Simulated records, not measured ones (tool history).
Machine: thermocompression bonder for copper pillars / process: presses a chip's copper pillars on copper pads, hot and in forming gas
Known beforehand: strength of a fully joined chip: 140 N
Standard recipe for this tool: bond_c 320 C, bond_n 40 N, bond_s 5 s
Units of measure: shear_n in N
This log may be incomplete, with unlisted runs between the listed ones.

run,hour,bond_c,bond_n,bond_s,shear_n
1,0,320,40,5,93.6
2,60.6,320,40,5,92.7
3,129.4,320,40,5,92.1
4,206.2,320,40,5,92.2
# hour 247.3: forming gas filter changed
5,278.6,320,40,4,92.8
6,363,320,40,5,97.8
7,435.2,320,40,5,97.2
8,518.1,320,39,5,94.5
9,595.7,320,39,5,94.1
10,684.8,320,39,5,93.2
11,766.1,310,40,5,87.6
# hour 774.4: forming gas filter changed
12,844.6,310,40,5,93.4
13,928.7,320,40,5,99.3
14,980.7,320,40,5,100.1
15,1047.1,320,40,5,99.3
16,1118.2,323,40,5,100.7
17,1170.2,323,40,5,99.1
# hour 1234.4: force cell calibrated
18,1256.2,323,40,5,94.4
# hour 1306.6: forming gas filter changed
19,1320.7,320,35,5,90.2
20,1373.2,320,35,5,89.2
# hour 1382: heater calibrated with a thermocouple chip
21,1416,320,46,3,98.1
22,1484.6,320,46,3,98.3
# hour 1534.1: heater calibrated with a thermocouple chip, once more
23,1536.9,317,51,4,98
24,1600.8,317,51,4,97
25,1649.1,317,51,4,97.1
26,1703.9,296,40,11,91
27,1779.4,329,24,5,62.5
28,1832.3,314,31,4,63.5
# hour 1838.9: forming gas filter changed
29,1905.4,347,41,4,107.1
30,1961.7,336,40,8,113.8
31,2033.2,336,32,8,99.3
32,2113.8,336,32,3,75.9
33,2179.7,333,45,8,115.1
34,2241.8,306,45,3,76.4
35,2308.2,306,45,3,76.1
36,2354.4,347,40,15,121.6
# hour 2367.1: forming gas filter changed
37,2419.3,347,40,15,130.5
38,2472.1,342,57,15,134.6

For each run, the measured value with the value that run would have given without the tool's hidden condition subtracted. The run-to-run variation is shared by both, the gauge scatter possibly not:
Unlogged tool condition in this case: true temperature of the bond over the reading, C; force that reaches the chip, % of what is set; oxide that the forming gas leaves, % of the face; drift of the gauge itself on shear_n, %.
run,shear_n
1,+1.8
2,+1.2
3,+0.7
4,+0.1
5,+6.7
6,+5.8
7,+5.3
8,+4.7
9,+4.1
10,+3.3
11,+3.3
12,+9.2
13,+8.1
14,+7.7
15,+7
16,+6.1
17,+5.5
18,+0
19,+7.2
20,+6.8
21,+10.5
22,+10
23,-2.2
24,-2.8
25,-3.1
26,-3.2
27,-2.1
28,-2.4
29,+1.5
30,+0.6
31,+0.4
32,+0.8
33,-2.8
34,+0
35,-0.3
36,-7.3
37,+1.4
38,-1.3
